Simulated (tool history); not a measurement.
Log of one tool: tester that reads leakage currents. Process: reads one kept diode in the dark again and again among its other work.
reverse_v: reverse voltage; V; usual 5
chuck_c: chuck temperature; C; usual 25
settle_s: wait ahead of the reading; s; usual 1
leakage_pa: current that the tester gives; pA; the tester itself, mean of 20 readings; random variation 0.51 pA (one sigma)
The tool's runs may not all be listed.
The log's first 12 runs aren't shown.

| run | hour | reverse_v | chuck_c | settle_s | leakage_pa |
|---|---|---|---|---|---|
| 13 | 1984 | 14.88 | 25 | 1 | 292.01 |
| 14 | 2097.5 | 6.47 | 25 | 1 | 191.96 |
| 15 | 2261 | 6.47 | 25 | 1 | 190.6 |
| 16 | 2394.5 | 6.47 | 25 | 1 | 191.47 |
|  | 2459.7 | probe card cleaned and baked |
| 17 | 2555 | 6.47 | 25 | 1 | 191.27 |
|  | 2591.3 | tester calibrated |
| 18 | 2722.4 | 6.47 | 25 | 1 | 191.38 |
| 19 | 2842.8 | 6.47 | 25 | 1 | 190.41 |
| 20 | 2956.2 | 2.63 | 29 | 1 | 170.92 |
| 21 | 3077.8 | 2.63 | 29 | 1.44 | 170.05 |
| 22 | 3268.2 | 3.69 | 58 | 0.49 | 1784.69 |
|  | 3391.6 | chuck's temperature calibrated |
| 23 | 3412.1 | 3 | 22 | 0.98 | 100.65 |
| 24 | 3636.7 | 3 | 54 | 1.02 | 1225.43 |
| 25 | 3740 | 3 | 54 | 1.02 | 1221.05 |
| 26 | 3910 | 5 | 25 | 1 | 167.88 |
| 27 | 4052.8 | 5 | 25 | 1 | 169.08 |
| 28 | 4249.9 | 17.33 | 25 | 1.19 | 312.68 |
| 29 | 4386.7 | 10.53 | 30 | 1 | 370.7 |
| 30 | 4500.4 | 10.53 | 30 | 1 | 368.52 |
| 31 | 4596.9 | 5.69 | 28 | 1 | 231.12 |

Forecast run 32:
| 32 | 4743.8 | 5.69 | 28 | 1 | ? |

{"run 32": {"leakage_pa": 231.3}}
Without the tool's hidden state the same run would have given leakage_pa 231.04 pA.
